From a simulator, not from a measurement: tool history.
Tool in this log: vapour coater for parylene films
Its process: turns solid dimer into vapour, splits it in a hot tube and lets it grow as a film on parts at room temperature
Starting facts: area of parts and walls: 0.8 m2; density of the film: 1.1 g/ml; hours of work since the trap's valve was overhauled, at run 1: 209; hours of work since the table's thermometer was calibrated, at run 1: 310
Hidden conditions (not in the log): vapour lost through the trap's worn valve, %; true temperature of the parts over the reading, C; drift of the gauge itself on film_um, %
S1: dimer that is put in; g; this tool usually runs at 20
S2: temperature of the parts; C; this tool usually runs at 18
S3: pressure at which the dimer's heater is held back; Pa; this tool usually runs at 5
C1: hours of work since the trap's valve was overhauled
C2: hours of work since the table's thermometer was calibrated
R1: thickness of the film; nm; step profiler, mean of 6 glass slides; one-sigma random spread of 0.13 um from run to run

run	hour	S1	S2	S3	C1	C2	R1
1	0	20	18	5	209	310	16020
2	25.4	26	18	5	231	331	20760
3	51.2	19	18	5	252	352	15260
4	72.6	19	18	5	270	370	15270
# hour 82.6: trap's valve overhauled
5	99.3	20	13	5	14	389	20290
6	119	20	13	5	30	405	20210
7	142.7	20	10	5	50	425	22620
8	168.9	20	10	5	72	447	22140
9	188.6	20	10	5	88	463	22410
10	209.8	20	10	5	106	481	22600
11	222.4	33	16	3.58	116	491	29640
12	244.7	29	13	9.42	135	510	27850
13	258.3	12	13	11.4	146	521	11480
14	274.1	12	13	11.4	160	535	11270
15	293.8	12	15	11.4	176	551	10390
16	311.1	14	15	11.07	190	565	12140
17	335.4	14	15	11.07	211	586	12200
18	348.6	20	15	11.54	222	597	17110
19	367.3	12	15	7.19	237	612	10770

What if the next run were any one of these 4? Each begins from the tool's condition after run 19:
A	378.6	12	27	7.19	247	622	?
B	378.6	17	15	9.78	247	622	?
C	378.6	15	11	4.62	247	622	?
D	378.6	9	13	5.37	247	622	?

run	R1
A	6130
B	14960
C	16810
D	8940
Without the tool's unlogged condition, the same runs would have read:
run	R1
A	6150
B	15010
C	16860
D	8970

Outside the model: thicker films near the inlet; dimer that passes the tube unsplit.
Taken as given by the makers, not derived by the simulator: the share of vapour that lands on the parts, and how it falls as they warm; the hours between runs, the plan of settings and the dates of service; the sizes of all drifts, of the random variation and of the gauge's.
